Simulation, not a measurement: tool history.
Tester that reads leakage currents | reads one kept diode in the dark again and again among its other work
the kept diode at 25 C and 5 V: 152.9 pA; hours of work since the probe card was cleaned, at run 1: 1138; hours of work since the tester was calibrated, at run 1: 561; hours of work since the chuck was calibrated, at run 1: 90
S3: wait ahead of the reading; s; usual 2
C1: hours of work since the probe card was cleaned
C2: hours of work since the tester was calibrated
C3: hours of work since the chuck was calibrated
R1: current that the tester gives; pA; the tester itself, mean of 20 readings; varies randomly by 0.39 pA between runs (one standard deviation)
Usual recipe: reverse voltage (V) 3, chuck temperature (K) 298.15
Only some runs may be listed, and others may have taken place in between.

{"run": 1, "hour": 0.0, "reverse voltage (V)": 3, "chuck temperature (K)": 298.15, "S3": 2, "C1": 1138, "C2": 561, "C3": 90, "R1": 131.8}
{"run": 2, "hour": 36.3, "reverse voltage (V)": 3, "chuck temperature (K)": 298.15, "S3": 2, "C1": 1153, "C2": 575, "C3": 105, "R1": 132.61}
{"run": 3, "hour": 81.5, "reverse voltage (V)": 3, "chuck temperature (K)": 298.15, "S3": 2, "C1": 1171, "C2": 594, "C3": 123, "R1": 132.42}
{"run": 4, "hour": 122.5, "reverse voltage (V)": 3, "chuck temperature (K)": 326.15, "S3": 2, "C1": 1188, "C2": 610, "C3": 140, "R1": 839.67}
{"run": 5, "hour": 166.8, "reverse voltage (V)": 3, "chuck temperature (K)": 298.15, "S3": 2, "C1": 1206, "C2": 628, "C3": 158, "R1": 131.91}
{"run": 6, "hour": 223.0, "reverse voltage (V)": 3, "chuck temperature (K)": 298.15, "S3": 2, "C1": 1228, "C2": 651, "C3": 180, "R1": 132.8}
{"run": 7, "hour": 264.2, "reverse voltage (V)": 3, "chuck temperature (K)": 298.15, "S3": 2, "C1": 1245, "C2": 667, "C3": 197, "R1": 131.58}
{"run": 8, "hour": 290.4, "reverse voltage (V)": 3, "chuck temperature (K)": 298.15, "S3": 2, "C1": 1255, "C2": 678, "C3": 207, "R1": 132.08}
{"hour": 296.8, "done": "chuck's temperature calibrated"}
{"run": 9, "hour": 339.0, "reverse voltage (V)": 3, "chuck temperature (K)": 298.15, "S3": 2, "C1": 1274, "C2": 697, "C3": 17, "R1": 132.1}
{"run": 10, "hour": 387.2, "reverse voltage (V)": 3, "chuck temperature (K)": 298.15, "S3": 2, "C1": 1294, "C2": 716, "C3": 36, "R1": 131.93}
{"run": 11, "hour": 438.0, "reverse voltage (V)": 4.72, "chuck temperature (K)": 298.15, "S3": 2, "C1": 1314, "C2": 737, "C3": 57, "R1": 154.58}
{"run": 12, "hour": 468.7, "reverse voltage (V)": 4.72, "chuck temperature (K)": 298.15, "S3": 2, "C1": 1327, "C2": 749, "C3": 69, "R1": 154.71}
{"run": 13, "hour": 510.8, "reverse voltage (V)": 1.31, "chuck temperature (K)": 297.15, "S3": 6.14, "C1": 1343, "C2": 766, "C3": 86, "R1": 92.21}
{"hour": 539.2, "done": "chuck's temperature calibrated, once more"}
{"run": 14, "hour": 568.3, "reverse voltage (V)": 6.53, "chuck temperature (K)": 298.15, "S3": 8.08, "C1": 1366, "C2": 788, "C3": 12, "R1": 175.33}
{"run": 15, "hour": 618.3, "reverse voltage (V)": 3, "chuck temperature (K)": 297.15, "S3": 2, "C1": 1386, "C2": 808, "C3": 32, "R1": 124.57}
{"run": 16, "hour": 648.6, "reverse voltage (V)": 2.92, "chuck temperature (K)": 307.15, "S3": 1.44, "C1": 1398, "C2": 821, "C3": 44, "R1": 247.25}
{"run": 17, "hour": 676.0, "reverse voltage (V)": 2.92, "chuck temperature (K)": 307.15, "S3": 1.44, "C1": 1409, "C2": 832, "C3": 55, "R1": 247.04}
{"run": 18, "hour": 727.4, "reverse voltage (V)": 1.2, "chuck temperature (K)": 294.15, "S3": 2, "C1": 1430, "C2": 852, "C3": 76, "R1": 72.73}
{"run": 19, "hour": 768.8, "reverse voltage (V)": 2.97, "chuck temperature (K)": 294.15, "S3": 0.59, "C1": 1447, "C2": 869, "C3": 93, "R1": 101.47}
{"run": 20, "hour": 794.9, "reverse voltage (V)": 2.97, "chuck temperature (K)": 294.15, "S3": 0.59, "C1": 1457, "C2": 880, "C3": 103, "R1": 100.86}
{"run": 21, "hour": 823.7, "reverse voltage (V)": 2.97, "chuck temperature (K)": 294.15, "S3": 0.59, "C1": 1469, "C2": 891, "C3": 115, "R1": 100.91}

Predict the results of run 22:
{"run": 22, "hour": 870.4, "reverse voltage (V)": 1.46, "chuck temperature (K)": 295.15, "S3": 6.21, "C1": 1488, "C2": 910, "C3": 134, "R1": "?"}

{"run 22": {"R1": 83.53}}
If the tool had no hidden condition, the same run with the same run-to-run variation would have returned R1 81.96 pA.
